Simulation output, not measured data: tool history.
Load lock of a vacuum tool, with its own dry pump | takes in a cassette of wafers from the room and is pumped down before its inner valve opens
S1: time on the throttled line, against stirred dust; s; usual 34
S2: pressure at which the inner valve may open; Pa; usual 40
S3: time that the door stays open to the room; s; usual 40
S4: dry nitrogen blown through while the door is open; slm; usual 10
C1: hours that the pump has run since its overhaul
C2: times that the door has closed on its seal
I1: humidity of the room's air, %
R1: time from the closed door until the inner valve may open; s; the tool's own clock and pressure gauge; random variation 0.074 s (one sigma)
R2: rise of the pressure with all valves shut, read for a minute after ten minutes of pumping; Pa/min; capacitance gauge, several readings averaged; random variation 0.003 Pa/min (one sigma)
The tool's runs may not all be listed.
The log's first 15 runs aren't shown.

run,day,S1,S2,S3,S4,C1,C2,I1,R1,R2
16,61.808,47,40,40,10,5700,18382,46.9,56.77,0.127
17,65.608,34,40,40,9,5791,18608,43.3,45.39,0.128
18,68.192,55,40,40,10,5853,18761,47.2,63.76,0.129
19,71.146,34,48,40,10,5924,18936,45.6,44.97,0.135
20,76.692,34,48,40,10,6057,19266,47.1,45.01,0.130
21,80.504,25,47,40,10,6148,19492,44.5,37.37,0.129
22,85.592,20,40,201,10,6270,19795,45.7,33.33,0.240
23,89.325,60,40,210,5,6360,20017,45.7,68.00,0.256
24,92.867,60,40,85,15,6445,20227,49.1,67.96,0.164
25,96.433,60,40,85,15,6531,20439,46.8,68.06,0.173
26,99.754,66,68,109,7,6610,20636,49.1,72.17,0.203
27,105.217,26,30,109,7,6741,20961,40.3,39.37,0.185
28,109.262,30,45,109,4,6838,21201,45.2,41.82,0.207
29,113.658,30,45,109,4,6944,21462,40.9,41.81,0.195
30,118.779,30,45,109,4,7067,21766,40.4,41.87,0.194
31,124.479,30,45,75,11,7204,22105,43.1,41.94,0.168
32,129.779,30,45,75,11,7331,22420,47.1,41.82,0.176
33,135.550,18,41,105,28,7469,22763,43.4,31.58,0.167
34,139.412,45,40,236,23,7562,22992,42.4,55.22,0.230
35,143.446,67,60,99,23,7659,23232,41.3,73.28,0.175
36,147.862,30,40,40,10,7765,23494,44.3,42.10,0.159
37,150.325,45,31,40,4,7824,23641,44.4,55.66,0.166
38,154.362,45,31,40,4,7921,23880,44.7,55.68,0.162

Forecast each of these 3 alternatives for the next run:
A,157.200,45,47,40,4,7989,24049,45.6,?,?
B,157.200,38,31,65,5,7989,24049,42.5,?,?
C,157.200,29,59,40,5,7989,24049,46.8,?,?

run,R1,R2
A,54.81,0.170
B,49.50,0.184
C,40.49,0.168
Without the tool's hidden state the same runs would have given:
run,R1,R2
A,54.51,0.062
B,49.14,0.078
C,40.13,0.061

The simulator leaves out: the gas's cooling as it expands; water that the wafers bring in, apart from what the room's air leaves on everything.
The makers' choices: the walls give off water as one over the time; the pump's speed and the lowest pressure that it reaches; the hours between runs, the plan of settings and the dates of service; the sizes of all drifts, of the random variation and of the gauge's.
